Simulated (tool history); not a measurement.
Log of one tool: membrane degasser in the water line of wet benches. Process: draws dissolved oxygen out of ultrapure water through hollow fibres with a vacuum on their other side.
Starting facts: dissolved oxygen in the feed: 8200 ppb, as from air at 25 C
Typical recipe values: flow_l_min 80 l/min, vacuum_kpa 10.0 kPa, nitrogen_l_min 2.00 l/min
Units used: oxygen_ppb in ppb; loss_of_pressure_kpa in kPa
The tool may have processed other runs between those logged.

{"run": 1, "day": 0.0, "flow_l_min": 80, "vacuum_kpa": 10.0, "nitrogen_l_min": 2.0, "oxygen_ppb": 520.0, "loss_of_pressure_kpa": 32.46}
{"run": 2, "day": 3.504, "flow_l_min": 80, "vacuum_kpa": 10.0, "nitrogen_l_min": 2.0, "oxygen_ppb": 521.8, "loss_of_pressure_kpa": 32.85}
{"run": 3, "day": 6.692, "flow_l_min": 80, "vacuum_kpa": 10.0, "nitrogen_l_min": 2.0, "oxygen_ppb": 520.0, "loss_of_pressure_kpa": 32.92}
{"run": 4, "day": 10.188, "flow_l_min": 80, "vacuum_kpa": 10.0, "nitrogen_l_min": 2.0, "oxygen_ppb": 518.5, "loss_of_pressure_kpa": 32.84}
{"run": 5, "day": 12.646, "flow_l_min": 60, "vacuum_kpa": 10.0, "nitrogen_l_min": 2.0, "oxygen_ppb": 413.5, "loss_of_pressure_kpa": 24.74}
{"run": 6, "day": 16.1, "flow_l_min": 60, "vacuum_kpa": 10.0, "nitrogen_l_min": 2.0, "oxygen_ppb": 415.5, "loss_of_pressure_kpa": 24.86}
{"run": 7, "day": 19.779, "flow_l_min": 60, "vacuum_kpa": 10.0, "nitrogen_l_min": 2.0, "oxygen_ppb": 412.5, "loss_of_pressure_kpa": 25.1}
{"run": 8, "day": 22.404, "flow_l_min": 60, "vacuum_kpa": 10.0, "nitrogen_l_min": 2.0, "oxygen_ppb": 413.8, "loss_of_pressure_kpa": 24.72}
{"run": 9, "day": 24.367, "flow_l_min": 80, "vacuum_kpa": 10.0, "nitrogen_l_min": 2.0, "oxygen_ppb": 521.4, "loss_of_pressure_kpa": 33.04}
{"run": 10, "day": 26.158, "flow_l_min": 76, "vacuum_kpa": 10.0, "nitrogen_l_min": 2.0, "oxygen_ppb": 504.7, "loss_of_pressure_kpa": 31.58}
{"run": 11, "day": 28.146, "flow_l_min": 80, "vacuum_kpa": 10.0, "nitrogen_l_min": 2.0, "oxygen_ppb": 521.3, "loss_of_pressure_kpa": 33.13}
{"run": 12, "day": 30.058, "flow_l_min": 80, "vacuum_kpa": 10.0, "nitrogen_l_min": 2.0, "oxygen_ppb": 521.0, "loss_of_pressure_kpa": 33.21}
{"run": 13, "day": 32.208, "flow_l_min": 67, "vacuum_kpa": 10.0, "nitrogen_l_min": 2.0, "oxygen_ppb": 447.0, "loss_of_pressure_kpa": 27.85}
{"run": 14, "day": 35.804, "flow_l_min": 53, "vacuum_kpa": 10.0, "nitrogen_l_min": 2.0, "oxygen_ppb": 371.4, "loss_of_pressure_kpa": 22.09}
{"run": 15, "day": 38.062, "flow_l_min": 80, "vacuum_kpa": 10.0, "nitrogen_l_min": 2.0, "oxygen_ppb": 517.8, "loss_of_pressure_kpa": 33.42}
{"run": 16, "day": 40.662, "flow_l_min": 54, "vacuum_kpa": 6.3, "nitrogen_l_min": 0.84, "oxygen_ppb": 345.6, "loss_of_pressure_kpa": 22.49}
{"run": 17, "day": 43.892, "flow_l_min": 60, "vacuum_kpa": 14.4, "nitrogen_l_min": 4.36, "oxygen_ppb": 341.9, "loss_of_pressure_kpa": 25.4}
{"run": 18, "day": 45.758, "flow_l_min": 75, "vacuum_kpa": 10.0, "nitrogen_l_min": 1.91, "oxygen_ppb": 511.5, "loss_of_pressure_kpa": 31.55}
{"run": 19, "day": 48.212, "flow_l_min": 113, "vacuum_kpa": 8.2, "nitrogen_l_min": 4.28, "oxygen_ppb": 293.5, "loss_of_pressure_kpa": 47.32}
{"run": 20, "day": 49.829, "flow_l_min": 81, "vacuum_kpa": 9.5, "nitrogen_l_min": 2.66, "oxygen_ppb": 389.2, "loss_of_pressure_kpa": 34.11}
{"run": 21, "day": 52.971, "flow_l_min": 66, "vacuum_kpa": 12.0, "nitrogen_l_min": 4.67, "oxygen_ppb": 281.3, "loss_of_pressure_kpa": 27.71}
{"run": 22, "day": 56.946, "flow_l_min": 66, "vacuum_kpa": 9.3, "nitrogen_l_min": 1.17, "oxygen_ppb": 598.7, "loss_of_pressure_kpa": 27.63}
{"run": 23, "day": 60.638, "flow_l_min": 66, "vacuum_kpa": 9.3, "nitrogen_l_min": 1.17, "oxygen_ppb": 599.5, "loss_of_pressure_kpa": 27.33}
{"run": 24, "day": 62.354, "flow_l_min": 66, "vacuum_kpa": 16.6, "nitrogen_l_min": 2.16, "oxygen_ppb": 790.4, "loss_of_pressure_kpa": 27.06}
{"run": 25, "day": 65.279, "flow_l_min": 66, "vacuum_kpa": 16.6, "nitrogen_l_min": 1.18, "oxygen_ppb": 1233.0, "loss_of_pressure_kpa": 26.94}
{"run": 26, "day": 69.296, "flow_l_min": 66, "vacuum_kpa": 16.6, "nitrogen_l_min": 1.18, "oxygen_ppb": 1226.5, "loss_of_pressure_kpa": 27.23}
{"run": 27, "day": 73.075, "flow_l_min": 66, "vacuum_kpa": 16.6, "nitrogen_l_min": 1.18, "oxygen_ppb": 1229.8, "loss_of_pressure_kpa": 27.15}
{"run": 28, "day": 75.954, "flow_l_min": 93, "vacuum_kpa": 9.7, "nitrogen_l_min": 2.0, "oxygen_ppb": 560.9, "loss_of_pressure_kpa": 38.2}
{"run": 29, "day": 79.446, "flow_l_min": 93, "vacuum_kpa": 9.7, "nitrogen_l_min": 2.0, "oxygen_ppb": 555.0, "loss_of_pressure_kpa": 38.9}
{"run": 30, "day": 83.162, "flow_l_min": 61, "vacuum_kpa": 10.0, "nitrogen_l_min": 2.0, "oxygen_ppb": 416.6, "loss_of_pressure_kpa": 24.91}

Not shown: 2 entries that the log had between the listed runs. Between which runs, and how does the tool's hidden state differ before and after?
Runs 16 to 17: vacuum gauge calibrated (day 41.050)
  drift of the gauge itself on loss_of_pressure_kpa, %: 2.12 -> 2.29
  what was measured, less what the result would be without the hidden state, loss_of_pressure_kpa: +0.48 -> +0.57 kPa
Runs 22 to 23: gauge calibrated (day 57.483)
  drift of the gauge itself on loss_of_pressure_kpa, %: 2.97 -> 0.16
  what was measured, less what the result would be without the hidden state, loss_of_pressure_kpa: +0.81 -> +0.06 kPa
